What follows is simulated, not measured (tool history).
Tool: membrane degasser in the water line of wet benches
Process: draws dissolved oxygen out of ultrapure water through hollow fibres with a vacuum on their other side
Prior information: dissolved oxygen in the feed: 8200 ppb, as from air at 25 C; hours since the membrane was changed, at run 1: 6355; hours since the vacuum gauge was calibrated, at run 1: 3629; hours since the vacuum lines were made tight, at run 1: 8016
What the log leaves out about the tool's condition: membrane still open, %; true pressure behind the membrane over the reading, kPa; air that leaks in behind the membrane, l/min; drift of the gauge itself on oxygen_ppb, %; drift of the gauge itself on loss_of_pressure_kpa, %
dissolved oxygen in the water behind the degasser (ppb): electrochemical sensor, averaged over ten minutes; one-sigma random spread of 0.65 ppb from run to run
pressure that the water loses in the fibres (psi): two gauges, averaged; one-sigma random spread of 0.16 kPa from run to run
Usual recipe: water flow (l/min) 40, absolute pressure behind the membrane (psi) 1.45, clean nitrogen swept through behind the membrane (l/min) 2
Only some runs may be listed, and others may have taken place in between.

run    hour  water flow (l/min)  absolute pressure behind the membrane (psi)  clean nitrogen swept through behind the membrane (l/min)  hours since the membrane was changed  hours since the vacuum gauge was calibrated  hours since the vacuum lines were made tight  dissolved oxygen in the water behind the degasser (ppb)  pressure that the water loses in the fibres (psi)
  1       0                  40                                         1.45                                                         2                                  6355                                         3629                                          8016                                                    308.2                                              6.356
  2   182.6                  40                                         1.45                                                         2                                  6538                                         3812                                          8198                                                    307.8                                              6.305
  3   314.4                  40                                         1.45                                                         2                                  6670                                         3944                                          8330                                                    308.3                                              6.334
  4   459.9                  40                                         1.45                                                         2                                  6815                                         4089                                          8476                                                    309.8                                              6.332
  5   583.3                  26                                         1.45                                                         2                                  6939                                         4213                                          8599                                                    203.8                                              4.084
      699.5  -- seals of the vacuum lines changed
      758.8  -- vacuum gauge calibrated
  6   765.5                  26                                         1.45                                                         2                                  7118                                            7                                            65                                                    203.4                                              4.121
  7   886.1                  51                                         1.45                                                         2                                  7239                                          127                                           186                                                    396.1                                              8.025
  8   965.6                  40                                         3.07                                                         2                                  7318                                          207                                           266                                                    751.3                                              6.296
  9  1044.7                  40                                         3.07                                                         2                                  7398                                          286                                           345                                                    749.9                                              6.316
 10  1213.1                  40                                         3.07                                                         2                                  7566                                          454                                           513                                                    751.6                                              6.299
 11  1379.3                  40                                         1.45                                                         2                                  7732                                          621                                           679                                                    309.7                                              6.319
 12  1507.3                  40                                         1.45                                                      1.94                                  7860                                          749                                           807                                                    316.9                                              6.315
 13  1611.6                  40                                         1.45                                                         2                                  7965                                          853                                           912                                                    309.1                                              6.306
 14  1788.7                  40                                         1.45                                                         2                                  8142                                         1030                                          1089                                                    309.3                                              6.309
 15    1910                  25                                         1.45                                                         2                                  8263                                         1151                                          1210                                                    195.2                                              3.935
 16    2063                  40                                         1.45                                                         2                                  8416                                         1304                                          1363                                                    308.8                                              6.318
 17  2204.9                  64                                         1.32                                                      4.37                                  8558                                         1446                                          1505                                                    265.3                                             10.127
 18  2370.4                  64                                         1.32                                                      4.37                                  8723                                         1612                                          1670                                                    264.7                                             10.069
 19  2491.5                  40                                         1.45                                                      1.12                                  8844                                         1733                                          1791                                                    489.2                                              6.302
 20    2609                  47                                         2.61                                                      5.76                                  8962                                         1850                                          1909                                                    306.9                                              7.391
 21  2791.6                  28                                         1.64                                                         2                                  9145                                         2033                                          2092                                                      258                                              4.406
 22  2930.4                  38                                         1.64                                                      5.82                                  9283                                         2172                                          2230                                                    138.8                                              5.976

Forecast run 23:
 23  3070.5                  33                                         1.64                                                      2.14                                  9423                                         2312                                          2370                                                        ?                                                  ?

{"run 23": {"dissolved oxygen in the water behind the degasser (ppb)": 284.9, "pressure that the water loses in the fibres (psi)": 5.182}}
The same run, on a tool lacking any hidden state, would have yielded dissolved oxygen in the water behind the degasser (ppb) 284.9, pressure that the water loses in the fibres (psi) 5.181.
